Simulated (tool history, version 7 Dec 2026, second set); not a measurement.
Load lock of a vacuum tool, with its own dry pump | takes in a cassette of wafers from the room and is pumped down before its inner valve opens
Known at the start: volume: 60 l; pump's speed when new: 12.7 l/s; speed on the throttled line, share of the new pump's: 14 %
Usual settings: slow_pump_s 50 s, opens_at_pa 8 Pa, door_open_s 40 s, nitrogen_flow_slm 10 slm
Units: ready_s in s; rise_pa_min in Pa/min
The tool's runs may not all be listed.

run   hour  slow_pump_s  opens_at_pa  door_open_s  nitrogen_flow_slm  incoming humidity of the room's air, %  ready_s  rise_pa_min
  1    0.0           50            8           40                 10                                    45.4     89.8        0.072
  2   63.1           40            8           40                 10                                    42.7     82.6        0.069
  3  170.8           50            8           40                 10                                    48.0     91.3        0.075
  4  221.1           92            8           40                 10                                    45.2    126.9        0.076
  5  276.9           50            8           40                  6                                    44.9     91.1        0.076
  6  330.6           84            8           40                  6                                    45.7    119.3        0.086
  7  404.9           67           10           41                  8                                    48.5    103.3        0.087
  8  472.9           67           10           41                  8                                    45.7    104.1        0.084
  9  560.3           67           10           41                  8                                    44.4    104.5        0.085
 10  642.8           67           10           41                  8                                    44.9    104.3        0.091
 11  742.6           69            8           40                 10                                    47.6    107.4        0.096

3 ways to go on from here, each from the tool as it stands after run 11. What would each give?
  A  811.2           94           12          116                 10                                    45.3        ?            ?
  B  811.2           76            8           40                  7                                    41.8        ?            ?
  C  811.2           50            8           44                  6                                    49.4        ?            ?

run  ready_s  rise_pa_min
  A    125.7        0.113
  B    112.3        0.089
  C     91.0        0.089
Without the tool's hidden state the same runs would have given:
run  ready_s  rise_pa_min
  A    123.3        0.043
  B    109.5        0.019
  C     87.9        0.019
